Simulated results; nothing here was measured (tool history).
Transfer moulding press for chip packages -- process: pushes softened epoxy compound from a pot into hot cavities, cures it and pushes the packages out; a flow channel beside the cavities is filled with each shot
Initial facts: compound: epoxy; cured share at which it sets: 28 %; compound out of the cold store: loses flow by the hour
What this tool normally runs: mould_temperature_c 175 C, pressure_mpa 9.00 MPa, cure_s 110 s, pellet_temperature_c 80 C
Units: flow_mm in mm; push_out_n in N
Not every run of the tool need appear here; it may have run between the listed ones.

run,hour,mould_temperature_c,pressure_mpa,cure_s,pellet_temperature_c,incoming compound's hours out of the cold store,flow_mm,push_out_n
1,0.0,175,9.00,110,80,36.2,767,203
2,23.2,175,9.00,110,80,14.7,890,213
3,35.4,175,9.00,110,80,23.2,848,213
4,62.3,175,9.00,110,80,38.3,753,209
5,74.6,175,9.00,109,80,22.8,839,223
# hour 85.1: cavities cleaned with cleaning compound and waxed
6,91.9,175,9.00,109,80,12.0,911,212
7,119.6,175,9.00,109,80,42.6,730,209
8,146.2,175,9.00,110,80,24.2,835,208
# hour 170.4: cavities cleaned with cleaning compound and waxed
9,174.9,175,9.00,110,80,28.4,808,196
10,203.8,175,9.00,110,80,34.7,772,216
11,216.2,175,9.00,110,80,43.4,727,196
12,228.6,175,9.00,110,80,45.7,713,213
13,248.7,175,9.00,128,80,12.2,914,178
# hour 257.1: cavities cleaned with cleaning compound and waxed
14,270.8,175,9.00,128,80,39.4,746,181
15,283.4,175,9.00,128,80,36.7,759,185
16,303.7,175,9.00,128,80,37.7,754,172
17,329.4,175,9.00,128,80,13.7,899,181
# hour 343.0: cavities cleaned with cleaning compound and waxed
18,352.4,175,9.86,128,80,9.0,975,181
19,380.7,171,9.00,95,80,14.0,911,379
20,394.4,171,9.00,95,80,10.0,932,400
# hour 413.0: plunger's sealing rings changed
21,424.5,175,9.00,115,83,36.3,767,190
# hour 429.9: cavities cleaned with cleaning compound and waxed
22,446.2,175,9.00,123,75,12.2,908,188
23,464.7,169,7.46,123,80,13.2,834,246
24,483.3,181,9.00,110,80,24.1,823,185
25,512.0,174,9.00,103,77,43.7,728,237
# hour 515.2: cavities cleaned with cleaning compound and waxed
26,542.7,174,9.00,103,77,32.1,791,237
27,563.8,174,9.00,103,77,45.7,715,243
28,579.8,175,9.00,106,73,37.3,755,217
# hour 593.8: mould's thermocouples calibrated
29,599.5,175,9.00,106,76,38.5,754,214

3 ways to go on from here, each from the tool as it stands after run 29. What would each give?
# hour 603.0: cavities cleaned with cleaning compound and waxed
A,630.4,175,9.00,110,73,22.3,?,?
# hour 603.0: cavities cleaned with cleaning compound and waxed
B,630.4,175,9.00,110,76,23.1,?,?
# hour 603.0: cavities cleaned with cleaning compound and waxed
C,630.4,175,8.38,101,76,38.8,?,?

run,flow_mm,push_out_n
A,848,211
B,839,204
C,727,232
Without the tool's hidden state the same runs would have given:
run,flow_mm,push_out_n
A,849,209
B,840,202
C,727,229
